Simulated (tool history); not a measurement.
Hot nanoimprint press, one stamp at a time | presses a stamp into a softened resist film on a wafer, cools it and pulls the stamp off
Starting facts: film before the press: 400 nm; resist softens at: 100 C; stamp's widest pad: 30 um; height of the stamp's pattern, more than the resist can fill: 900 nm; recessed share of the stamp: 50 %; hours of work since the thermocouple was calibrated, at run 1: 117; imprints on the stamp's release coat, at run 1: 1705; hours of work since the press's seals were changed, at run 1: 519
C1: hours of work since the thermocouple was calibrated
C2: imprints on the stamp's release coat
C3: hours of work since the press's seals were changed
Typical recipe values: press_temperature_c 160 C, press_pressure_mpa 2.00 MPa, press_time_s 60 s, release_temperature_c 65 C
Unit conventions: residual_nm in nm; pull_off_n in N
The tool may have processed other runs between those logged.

run 1 hour=0.0 | press_temperature_c=160 press_pressure_mpa=2.00 press_time_s=60 release_temperature_c=65 | C1=117 C2=1705 C3=519 | residual_nm=203.4 pull_off_n=131
run 2 hour=21.0 | press_temperature_c=148 press_pressure_mpa=2.00 press_time_s=60 release_temperature_c=65 | C1=129 C2=1795 C3=532 | residual_nm=302.8 pull_off_n=127
run 3 hour=33.5 | press_temperature_c=148 press_pressure_mpa=2.00 press_time_s=60 release_temperature_c=65 | C1=136 C2=1849 C3=539 | residual_nm=302.2 pull_off_n=126
run 4 hour=45.5 | press_temperature_c=148 press_pressure_mpa=2.00 press_time_s=60 release_temperature_c=65 | C1=143 C2=1901 C3=546 | residual_nm=301.9 pull_off_n=130
-- hour=60.2 stamp cleaned and given a new release coat
run 5 hour=68.5 | press_temperature_c=148 press_pressure_mpa=2.00 press_time_s=60 release_temperature_c=65 | C1=153 C2=35 C3=556 | residual_nm=303.4 pull_off_n=124
run 6 hour=90.4 | press_temperature_c=148 press_pressure_mpa=1.23 press_time_s=37 release_temperature_c=55 | C1=166 C2=130 C3=569 | residual_nm=362.8 pull_off_n=143
run 7 hour=113.0 | press_temperature_c=155 press_pressure_mpa=1.51 press_time_s=33 release_temperature_c=65 | C1=180 C2=227 C3=582 | residual_nm=309.8 pull_off_n=126
run 8 hour=135.6 | press_temperature_c=153 press_pressure_mpa=2.00 press_time_s=60 release_temperature_c=65 | C1=193 C2=325 C3=596 | residual_nm=259.6 pull_off_n=121
run 9 hour=153.0 | press_temperature_c=153 press_pressure_mpa=2.00 press_time_s=60 release_temperature_c=65 | C1=203 C2=400 C3=606 | residual_nm=261.6 pull_off_n=126
run 10 hour=168.2 | press_temperature_c=169 press_pressure_mpa=2.00 press_time_s=31 release_temperature_c=61 | C1=212 C2=466 C3=615 | residual_nm=182.8 pull_off_n=140

Measured result minus the same run's result without the hidden state. Both carry the same run-to-run variation, though not necessarily the same gauge scatter:
The hidden state here: true temperature over the reading, C; pressure that arrives at the usual setting, %; grip of the stamp's worn release coat, % over a new coat's; drift of the gauge itself on residual_nm, %; drift of the gauge itself on pull_off_n, %.
run=1 pull_off_n=+2
run=2 pull_off_n=+2
run=3 pull_off_n=+2
run=4 pull_off_n=+3
run=5 pull_off_n=+0
run=6 pull_off_n=+0
run=7 pull_off_n=+0
run=8 pull_off_n=+0
run=9 pull_off_n=+0
run=10 pull_off_n=+1
residual_nm without the hidden state stays within 0.1 nm of what was measured, in all runs.
